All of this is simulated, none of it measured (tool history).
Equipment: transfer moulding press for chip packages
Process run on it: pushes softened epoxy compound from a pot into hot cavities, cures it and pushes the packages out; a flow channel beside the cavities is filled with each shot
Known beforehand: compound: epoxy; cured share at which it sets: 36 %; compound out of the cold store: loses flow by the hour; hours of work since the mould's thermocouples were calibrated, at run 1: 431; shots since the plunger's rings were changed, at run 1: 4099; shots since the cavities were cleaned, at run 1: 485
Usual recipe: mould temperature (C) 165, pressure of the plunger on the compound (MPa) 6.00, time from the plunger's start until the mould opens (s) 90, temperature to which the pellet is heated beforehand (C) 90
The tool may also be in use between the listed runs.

run   hour  mould temperature (C)  pressure of the plunger on the compound (MPa)  time from the plunger's start until the mould opens (s)  temperature to which the pellet is heated beforehand (C)  hours of work since the mould's thermocouples were calibrated  shots since the plunger's rings were changed  shots since the cavities were cleaned  incoming compound's hours out of the cold store  length that the compound runs in the flow channel (mm)  greatest force on the pins that push the packages out (N)
  1    0.0                    165                                           6.00                                                       90                                                        90                                                            431                                          4099                                    485                                             27.4                                                     552                                                        343
      16.6  -- plunger's sealing rings changed
  2   24.1                    165                                           6.00                                                       90                                                        90                                                            444                                            85                                    728                                             16.6                                                     582                                                        349
      62.7  -- cavities cleaned with cleaning compound and waxed
      69.6  -- mould's thermocouples calibrated
  3   69.8                    165                                           6.00                                                       90                                                        90                                                              0                                           558                                     56                                             12.4                                                     600                                                        333
  4   97.0                    165                                           6.00                                                       90                                                        90                                                             16                                           865                                    363                                             31.3                                                     545                                                        323
  5  131.6                    165                                           6.00                                                       90                                                        90                                                             37                                          1253                                    751                                             40.3                                                     521                                                        332
     168.6  -- cavities cleaned with cleaning compound and waxed
  6  171.0                    165                                           6.00                                                       90                                                        90                                                             59                                          1679                                     27                                             36.8                                                     516                                                        332
  7  207.1                    165                                           6.00                                                       90                                                        90                                                             80                                          2084                                    432                                             13.0                                                     595                                                        348
  8  239.3                    165                                           6.00                                                       90                                                        90                                                             99                                          2446                                    794                                             27.8                                                     554                                                        336
     269.4  -- cavities cleaned with cleaning compound and waxed
  9  280.9                    165                                           6.00                                                       90                                                        90                                                            123                                          2896                                    129                                             13.9                                                     588                                                        339
 10  326.5                    165                                           6.00                                                       90                                                        90                                                            150                                          3409                                    642                                             24.8                                                     563                                                        351
 11  352.2                    165                                           6.00                                                       90                                                        90                                                            165                                          3697                                    930                                             44.3                                                     508                                                        318
     370.9  -- cavities cleaned with cleaning compound and waxed
 12  375.8                    164                                           6.00                                                      126                                                        90                                                            178                                          3946                                     56                                             22.2                                                     576                                                        276
 13  399.2                    159                                           6.00                                                      120                                                        90                                                            192                                          4209                                    319                                             42.5                                                     524                                                        320
     406.8  -- plunger's sealing rings changed
 14  438.9                    165                                           6.69                                                       99                                                        82                                                            214                                           361                                    737                                             46.1                                                     530                                                        307
     475.1  -- cavities cleaned with cleaning compound and waxed
 15  479.5                    165                                           6.69                                                       99                                                        82                                                            237                                           800                                     49                                             17.8                                                     603                                                        312
 16  522.8                    165                                           6.00                                                      121                                                        90                                                            263                                          1287                                    536                                             14.7                                                     585                                                        269
 17  562.6                    168                                           4.64                                                       80                                                        83                                                            286                                          1733                                    982                                             44.2                                                     439                                                        346
     577.4  -- cavities cleaned with cleaning compound and waxed
 18  599.9                    168                                           4.64                                                       80                                                        83                                                            308                                          2136                                    253                                             15.1                                                     512                                                        379
 19  626.3                    168                                           4.64                                                       80                                                        83                                                            323                                          2432                                    549                                             26.4                                                     482                                                        341

Hidden condition of the tool, last listed run before each entry between runs versus first listed run after:
Between runs 1 and 2: plunger's sealing rings changed (hour 16.6)
  pressure that reaches the compound, % of what is set: 99.88 -> 100; grip of the stained cavities, % over clean ones': 0.5 -> 0.7
Between runs 2 and 3: cavities cleaned with cleaning compound and waxed (hour 62.7); mould's thermocouples calibrated (hour 69.6)
  pressure that reaches the compound, % of what is set: 100 -> 99.98; grip of the stained cavities, % over clean ones': 0.7 -> 0.1
Between runs 5 and 6: cavities cleaned with cleaning compound and waxed (hour 168.6)
  pressure that reaches the compound, % of what is set: 99.96 -> 99.95; grip of the stained cavities, % over clean ones': 0.6 -> 0
Between runs 8 and 9: cavities cleaned with cleaning compound and waxed (hour 269.4)
  pressure that reaches the compound, % of what is set: 99.93 -> 99.92; grip of the stained cavities, % over clean ones': 0.6 -> 0.2
Between runs 11 and 12: cavities cleaned with cleaning compound and waxed (hour 370.9)
  grip of the stained cavities, % over clean ones': 0.7 -> 0.1
Between runs 13 and 14: plunger's sealing rings changed (hour 406.8)
  pressure that reaches the compound, % of what is set: 99.88 -> 99.99; grip of the stained cavities, % over clean ones': 0.3 -> 0.6
Between runs 14 and 15: cavities cleaned with cleaning compound and waxed (hour 475.1)
  pressure that reaches the compound, % of what is set: 99.99 -> 99.98; grip of the stained cavities, % over clean ones': 0.6 -> 0.1
Between runs 17 and 18: cavities cleaned with cleaning compound and waxed (hour 577.4)
  pressure that reaches the compound, % of what is set: 99.95 -> 99.94; grip of the stained cavities, % over clean ones': 0.7 -> 0.3
